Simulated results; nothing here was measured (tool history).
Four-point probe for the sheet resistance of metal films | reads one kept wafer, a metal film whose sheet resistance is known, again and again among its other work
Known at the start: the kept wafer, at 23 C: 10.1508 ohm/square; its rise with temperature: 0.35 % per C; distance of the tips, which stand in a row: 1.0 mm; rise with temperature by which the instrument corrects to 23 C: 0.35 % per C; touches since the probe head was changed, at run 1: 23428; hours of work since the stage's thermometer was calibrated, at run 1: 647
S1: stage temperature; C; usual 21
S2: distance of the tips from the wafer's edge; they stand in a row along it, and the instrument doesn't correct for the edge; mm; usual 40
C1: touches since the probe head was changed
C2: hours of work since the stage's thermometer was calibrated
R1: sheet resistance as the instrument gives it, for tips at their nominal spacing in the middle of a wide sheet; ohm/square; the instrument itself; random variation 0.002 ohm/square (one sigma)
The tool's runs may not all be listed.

{"run": 1, "hour": 0.0, "S1": 21, "S2": 40, "C1": 23428, "C2": 647, "R1": 10.195374}
{"run": 2, "hour": 25.9, "S1": 21, "S2": 6, "C1": 24094, "C2": 659, "R1": 10.343678}
{"run": 3, "hour": 75.6, "S1": 21, "S2": 6, "C1": 25374, "C2": 683, "R1": 10.344978}
{"run": 4, "hour": 107.3, "S1": 21, "S2": 6, "C1": 26190, "C2": 697, "R1": 10.346799}
{"run": 5, "hour": 139.2, "S1": 21, "S2": 19, "C1": 27012, "C2": 712, "R1": 10.213207}
{"run": 6, "hour": 168.8, "S1": 21, "S2": 23, "C1": 27775, "C2": 726, "R1": 10.208262}
{"run": 7, "hour": 203.5, "S1": 21, "S2": 4, "C1": 28670, "C2": 742, "R1": 10.5301}
{"run": 8, "hour": 229.5, "S1": 21, "S2": 4, "C1": 29338, "C2": 754, "R1": 10.532938}
{"run": 9, "hour": 256.5, "S1": 21, "S2": 4, "C1": 30032, "C2": 767, "R1": 10.533315}
{"run": 10, "hour": 278.5, "S1": 21, "S2": 4, "C1": 30601, "C2": 777, "R1": 10.537154}
{"run": 11, "hour": 312.5, "S1": 21, "S2": 40, "C1": 31474, "C2": 793, "R1": 10.208248}
{"run": 12, "hour": 345.8, "S1": 21, "S2": 26, "C1": 32333, "C2": 809, "R1": 10.212621}
{"run": 13, "hour": 394.1, "S1": 21, "S2": 26, "C1": 33576, "C2": 831, "R1": 10.215355}
{"run": 14, "hour": 425.3, "S1": 19, "S2": 40, "C1": 34380, "C2": 846, "R1": 10.212913}
{"run": 15, "hour": 468.2, "S1": 21, "S2": 10, "C1": 35486, "C2": 866, "R1": 10.262922}
{"run": 16, "hour": 500.2, "S1": 21, "S2": 10, "C1": 36309, "C2": 880, "R1": 10.266753}
{"run": 17, "hour": 524.0, "S1": 19, "S2": 40, "C1": 36921, "C2": 892, "R1": 10.212864}
{"run": 18, "hour": 564.2, "S1": 19, "S2": 71, "C1": 37956, "C2": 910, "R1": 10.215121}
{"run": 19, "hour": 588.5, "S1": 19, "S2": 71, "C1": 38582, "C2": 922, "R1": 10.214697}
{"run": 20, "hour": 609.0, "S1": 19, "S2": 71, "C1": 39112, "C2": 931, "R1": 10.214587}
{"run": 21, "hour": 644.7, "S1": 22, "S2": 40, "C1": 40030, "C2": 948, "R1": 10.219919}
{"run": 22, "hour": 687.7, "S1": 22, "S2": 40, "C1": 41138, "C2": 968, "R1": 10.219342}
{"run": 23, "hour": 720.2, "S1": 32, "S2": 20, "C1": 41973, "C2": 983, "R1": 10.236398}
{"run": 24, "hour": 755.8, "S1": 32, "S2": 20, "C1": 42891, "C2": 1000, "R1": 10.235379}
{"run": 25, "hour": 787.2, "S1": 27, "S2": 3, "C1": 43700, "C2": 1014, "R1": 10.799117}
{"run": 26, "hour": 809.3, "S1": 27, "S2": 3, "C1": 44268, "C2": 1025, "R1": 10.798012}
{"run": 27, "hour": 852.5, "S1": 26, "S2": 33, "C1": 45380, "C2": 1045, "R1": 10.231179}
{"run": 28, "hour": 874.0, "S1": 26, "S2": 33, "C1": 45934, "C2": 1055, "R1": 10.231377}
{"run": 29, "hour": 916.6, "S1": 34, "S2": 15, "C1": 47033, "C2": 1075, "R1": 10.250888}
{"run": 30, "hour": 945.6, "S1": 34, "S2": 15, "C1": 47779, "C2": 1088, "R1": 10.250942}
{"run": 31, "hour": 973.8, "S1": 34, "S2": 15, "C1": 48505, "C2": 1101, "R1": 10.255617}
{"run": 32, "hour": 1007.8, "S1": 32, "S2": 7, "C1": 49381, "C2": 1117, "R1": 10.341506}
{"run": 33, "hour": 1042.0, "S1": 27, "S2": 61, "C1": 50261, "C2": 1133, "R1": 10.231728}
{"run": 34, "hour": 1076.5, "S1": 20, "S2": 13, "C1": 51149, "C2": 1149, "R1": 10.266496}
{"run": 35, "hour": 1121.4, "S1": 33, "S2": 13, "C1": 52305, "C2": 1170, "R1": 10.266444}
{"run": 36, "hour": 1163.8, "S1": 23, "S2": 9, "C1": 53396, "C2": 1190, "R1": 10.300566}
{"run": 37, "hour": 1185.5, "S1": 25, "S2": 3, "C1": 53957, "C2": 1200, "R1": 10.812926}
{"run": 38, "hour": 1228.4, "S1": 25, "S2": 8, "C1": 55061, "C2": 1220, "R1": 10.323107}
{"run": 39, "hour": 1262.7, "S1": 19, "S2": 6, "C1": 55945, "C2": 1236, "R1": 10.392142}
{"run": 40, "hour": 1296.0, "S1": 24, "S2": 42, "C1": 56801, "C2": 1251, "R1": 10.245322}
{"run": 41, "hour": 1324.4, "S1": 33, "S2": 13, "C1": 57534, "C2": 1265, "R1": 10.274136}
{"run": 42, "hour": 1349.4, "S1": 29, "S2": 9, "C1": 58177, "C2": 1276, "R1": 10.312374}
{"run": 43, "hour": 1399.6, "S1": 29, "S2": 9, "C1": 59471, "C2": 1300, "R1": 10.31247}
{"run": 44, "hour": 1444.2, "S1": 29, "S2": 9, "C1": 60617, "C2": 1320, "R1": 10.313865}

Forecast each of these 4 alternatives for the next run:
{"run": "A", "hour": 1493.0, "S1": 23, "S2": 9, "C1": 61874, "C2": 1343, "R1": "?"}
{"run": "B", "hour": 1493.0, "S1": 24, "S2": 9, "C1": 61874, "C2": 1343, "R1": "?"}
{"run": "C", "hour": 1493.0, "S1": 28, "S2": 40, "C1": 61874, "C2": 1343, "R1": "?"}
{"run": "D", "hour": 1493.0, "S1": 23, "S2": 66, "C1": 61874, "C2": 1343, "R1": "?"}

run=A R1=10.314792
run=B R1=10.313538
run=C R1=10.251418
run=D R1=10.248719
Without the tool's hidden state the same runs would have given:
run=A R1=10.217695
run=B R1=10.216500
run=C R1=10.155111
run=D R1=10.152202
